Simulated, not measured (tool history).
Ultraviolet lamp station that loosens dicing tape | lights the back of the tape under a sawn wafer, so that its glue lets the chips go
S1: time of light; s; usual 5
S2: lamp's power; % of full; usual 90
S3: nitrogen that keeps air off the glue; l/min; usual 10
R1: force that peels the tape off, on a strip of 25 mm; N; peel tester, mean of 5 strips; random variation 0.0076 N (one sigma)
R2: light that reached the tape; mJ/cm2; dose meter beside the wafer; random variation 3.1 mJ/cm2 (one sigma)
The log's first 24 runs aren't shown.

run 25 day=61.196 | S1=5 S2=74 S3=20 | R1=0.451 R2=306
run 26 day=64.604 | S1=2 S2=90 S3=5 | R1=3.409 R2=140
run 27 day=66.496 | S1=2 S2=74 S3=7 | R1=3.778 R2=116
run 28 day=68.417 | S1=3 S2=72 S3=10 | R1=2.148 R2=169
run 29 day=70.425 | S1=3 S2=72 S3=10 | R1=2.216 R2=164
run 30 day=73.442 | S1=3 S2=72 S3=10 | R1=2.33 R2=163
run 31 day=75.038 | S1=5 S2=67 S3=6 | R1=1.363 R2=247
run 32 day=76.708 | S1=5 S2=67 S3=6 | R1=1.46 R2=240
-- day=79.842 lamp changed
run 33 day=80.304 | S1=5 S2=99 S3=12 | R1=0.289 R2=446
-- day=81.883 window cleaned of glue's vapour
run 34 day=83.667 | S1=5 S2=99 S3=12 | R1=0.245 R2=490
run 35 day=86.462 | S1=7 S2=69 S3=4 | R1=0.481 R2=470
run 36 day=89 | S1=7 S2=70 S3=9 | R1=0.293 R2=467
run 37 day=92.704 | S1=7 S2=70 S3=4 | R1=0.509 R2=454
run 38 day=94.412 | S1=7 S2=67 S3=11 | R1=0.311 R2=438
run 39 day=96.146 | S1=4 S2=67 S3=6 | R1=1.507 R2=245
run 40 day=98.25 | S1=9 S2=60 S3=9 | R1=0.291 R2=483
run 41 day=100.279 | S1=3 S2=84 S3=9 | R1=1.389 R2=223
run 42 day=101.783 | S1=3 S2=90 S3=10 | R1=1.151 R2=237

Forecast each of these 5 alternatives for the next run:
run A day=103.708 | S1=3 S2=85 S3=4 | R1=? R2=?
run B day=103.708 | S1=9 S2=90 S3=4 | R1=? R2=?
run C day=103.708 | S1=4 S2=89 S3=6 | R1=? R2=?
run D day=103.708 | S1=9 S2=61 S3=10 | R1=? R2=?
run E day=103.708 | S1=3 S2=75 S3=10 | R1=? R2=?

run=A R1=2.182 R2=218
run=B R1=0.233 R2=700
run=C R1=0.944 R2=303
run=D R1=0.277 R2=470
run=E R1=1.665 R2=189
Without the tool's hidden state the same runs would have given:
run=A R1=1.643 R2=259
run=B R1=0.199 R2=832
run=C R1=0.65 R2=361
run=D R1=0.225 R2=558
run=E R1=1.209 R2=225
